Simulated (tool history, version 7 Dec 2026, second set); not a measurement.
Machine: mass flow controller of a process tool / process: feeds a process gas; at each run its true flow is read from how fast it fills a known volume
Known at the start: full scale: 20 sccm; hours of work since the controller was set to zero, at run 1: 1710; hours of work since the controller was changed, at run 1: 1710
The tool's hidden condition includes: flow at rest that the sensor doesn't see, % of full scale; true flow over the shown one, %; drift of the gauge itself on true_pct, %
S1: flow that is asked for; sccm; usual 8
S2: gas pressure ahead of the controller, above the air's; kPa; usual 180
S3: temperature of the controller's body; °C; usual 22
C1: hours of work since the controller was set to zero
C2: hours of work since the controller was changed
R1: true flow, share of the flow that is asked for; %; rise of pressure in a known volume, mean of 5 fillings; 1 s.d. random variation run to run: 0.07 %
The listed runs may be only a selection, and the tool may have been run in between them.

run	hour	S1	S2	S3	C1	C2	R1
1	0	8	180	22	1710	1710	98.76
2	86.7	8	180	22	1762	1762	98.8
3	175.7	8	180	22	1816	1816	98.68
4	260	8	180	22	1867	1867	98.76
5	316.7	8	180	22	1901	1901	98.71
6	379.4	8	180	37	1938	1938	98.38
7	431.8	8	180	26	1970	1970	98.63
8	512.8	14	212	39	2019	2019	98.86
9	595.8	14	212	39	2069	2069	98.95
10	682.5	2	144	22	2121	2121	98.24
11	729.6	3	156	22	2149	2149	98.24
12	821	3	156	22	2204	2204	98.25
13	910.9	3	156	22	2259	2259	98.21

5 options for the next run, each taken on its own from the tool as it stands now. Forecast them:
A	1005.8	3	180	22	2316	2316	?
B	1005.8	8	201	22	2316	2316	?
C	1005.8	8	186	22	2316	2316	?
D	1005.8	13	180	22	2316	2316	?
E	1005.8	5	206	24	2316	2316	?

run	R1
A	98.04
B	98.57
C	98.69
D	99.28
E	98.25
With the hidden condition removed and each run's random variation left untouched, the same runs would have given:
run	R1
A	98.05
B	98.57
C	98.7
D	99.28
E	98.25
